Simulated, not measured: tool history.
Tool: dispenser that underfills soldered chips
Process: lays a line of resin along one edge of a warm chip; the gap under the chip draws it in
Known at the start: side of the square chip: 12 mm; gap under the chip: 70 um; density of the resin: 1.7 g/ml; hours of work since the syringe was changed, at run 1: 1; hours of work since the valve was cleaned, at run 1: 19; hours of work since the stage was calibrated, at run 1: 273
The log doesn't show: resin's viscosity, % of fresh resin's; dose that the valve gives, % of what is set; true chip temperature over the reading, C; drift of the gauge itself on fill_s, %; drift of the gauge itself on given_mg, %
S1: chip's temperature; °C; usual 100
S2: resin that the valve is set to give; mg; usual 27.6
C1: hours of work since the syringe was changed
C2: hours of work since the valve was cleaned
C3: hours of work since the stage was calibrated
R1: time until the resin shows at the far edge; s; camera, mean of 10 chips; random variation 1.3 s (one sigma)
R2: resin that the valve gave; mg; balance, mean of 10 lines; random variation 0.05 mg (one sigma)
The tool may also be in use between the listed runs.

run 1 hour=0 | S1=100 S2=27.6 | C1=1 C2=19 C3=273 | R1=140.2 R2=27.23
run 2 hour=5.7 | S1=100 S2=27.6 | C1=4 C2=22 C3=277 | R1=182.5 R2=27.22
-- hour=11.4 new syringe of resin
run 3 hour=13.2 | S1=100 S2=27.6 | C1=1 C2=27 C3=281 | R1=144 R2=27.1
-- hour=23.9 new syringe of resin
run 4 hour=25.5 | S1=100 S2=31.1 | C1=1 C2=34 C3=289 | R1=142.5 R2=30.48
run 5 hour=33 | S1=100 S2=27.6 | C1=6 C2=39 C3=293 | R1=206 R2=26.92
-- hour=36.9 new syringe of resin
run 6 hour=42 | S1=100 S2=27.6 | C1=3 C2=44 C3=299 | R1=171.7 R2=26.84
-- hour=46.4 dispensing valve cleaned and set on the balance
-- hour=50.7 new syringe of resin
run 7 hour=51.4 | S1=100 S2=26.7 | C1=0 C2=3 C3=304 | R1=143.3 R2=26.63
run 8 hour=60.1 | S1=100 S2=26.7 | C1=6 C2=8 C3=309 | R1=211.5 R2=26.61
-- hour=63 new syringe of resin
run 9 hour=69.2 | S1=100 S2=26.7 | C1=4 C2=14 C3=315 | R1=184.2 R2=26.61
-- hour=75.8 new syringe of resin
run 10 hour=82 | S1=100 S2=26.7 | C1=4 C2=22 C3=323 | R1=180.8 R2=26.44
-- hour=87.8 new syringe of resin
run 11 hour=88 | S1=100 S2=26.7 | C1=0 C2=25 C3=326 | R1=140.8 R2=26.36
-- hour=100.1 new syringe of resin
run 12 hour=100.5 | S1=90 S2=26.7 | C1=0 C2=33 C3=334 | R1=203 R2=26.2
-- hour=112.1 new syringe of resin
run 13 hour=112.8 | S1=100 S2=27.6 | C1=0 C2=40 C3=341 | R1=143.1 R2=27.02
-- hour=123.7 dispensing valve cleaned and set on the balance
run 14 hour=124.4 | S1=103 S2=27.6 | C1=7 C2=0 C3=348 | R1=197.4 R2=27.56
-- hour=125.4 new syringe of resin
-- hour=137.4 new syringe of resin
run 15 hour=137.4 | S1=103 S2=27.6 | C1=0 C2=8 C3=356 | R1=126.4 R2=27.47
run 16 hour=148.7 | S1=100 S2=26.4 | C1=7 C2=15 C3=363 | R1=230.6 R2=26.14
-- hour=149.9 new syringe of resin
run 17 hour=160.6 | S1=100 S2=27.6 | C1=7 C2=22 C3=370 | R1=227.2 R2=27.19
-- hour=162.1 new syringe of resin
run 18 hour=167.6 | S1=100 S2=27.6 | C1=3 C2=27 C3=374 | R1=178.1 R2=27.23
run 19 hour=173 | S1=100 S2=27.6 | C1=7 C2=30 C3=378 | R1=229.5 R2=27.14
-- hour=174.3 new syringe of resin
run 20 hour=185.6 | S1=97 S2=23.5 | C1=7 C2=38 C3=385 | R1=262.6 R2=22.95
-- hour=186.6 new syringe of resin
run 21 hour=193.7 | S1=108 S2=23.5 | C1=4 C2=43 C3=390 | R1=148 R2=22.92
-- hour=199.5 new syringe of resin
-- hour=200.5 dispensing valve cleaned and set on the balance
run 22 hour=203.7 | S1=98 S2=33.3 | C1=2 C2=2 C3=396 | R1=176 R2=33.28
run 23 hour=210.5 | S1=98 S2=33.3 | C1=6 C2=6 C3=400 | R1=235.2 R2=33.22
-- hour=213.3 new syringe of resin
run 24 hour=221.2 | S1=98 S2=35.7 | C1=5 C2=13 C3=406 | R1=212.2 R2=35.32
-- hour=225.3 new syringe of resin
run 25 hour=232.5 | S1=86 S2=32.1 | C1=4 C2=20 C3=413 | R1=335 R2=31.68
-- hour=237.4 new syringe of resin
run 26 hour=242.8 | S1=106 S2=27 | C1=3 C2=26 C3=419 | R1=143.9 R2=26.5
-- hour=250.3 new syringe of resin
run 27 hour=255.6 | S1=106 S2=26.5 | C1=3 C2=34 C3=427 | R1=143.1 R2=25.95
-- hour=262.5 new syringe of resin
run 28 hour=262.6 | S1=106 S2=26.5 | C1=0 C2=38 C3=432 | R1=116.1 R2=25.91
-- hour=274.9 new syringe of resin
run 29 hour=275.3 | S1=102 S2=26.3 | C1=0 C2=46 C3=439 | R1=138.6 R2=25.57
-- hour=277.1 dispensing valve cleaned and set on the balance
run 30 hour=284.5 | S1=102 S2=26.3 | C1=5 C2=5 C3=444 | R1=198.2 R2=26.24
-- hour=288 new syringe of resin
run 31 hour=294.6 | S1=111 S2=26.3 | C1=4 C2=11 C3=451 | R1=125.4 R2=26.09
-- hour=300.1 new syringe of resin
run 32 hour=305.8 | S1=114 S2=25.9 | C1=4 C2=18 C3=457 | R1=110.3 R2=25.63
-- hour=312.7 new syringe of resin
run 33 hour=314.5 | S1=109 S2=35 | C1=1 C2=23 C3=463 | R1=108.5 R2=34.55

3 ways to go on from here, each from the tool as it stands after run 33. What would each give?
run A hour=324.3 | S1=109 S2=34.7 | C1=7 C2=29 C3=469 | R1=? R2=?
run B hour=324.3 | S1=103 S2=27.4 | C1=7 C2=29 C3=469 | R1=? R2=?
run C hour=324.3 | S1=100 S2=23.9 | C1=7 C2=29 C3=469 | R1=? R2=?

run=A R1=165.7 R2=34.22
run=B R1=211.9 R2=27.02
run=C R1=242.1 R2=23.58
Without the tool's hidden state the same runs would have given:
run=A R1=91.8 R2=34.77
run=B R1=117.2 R2=27.45
run=C R1=133.3 R2=23.96
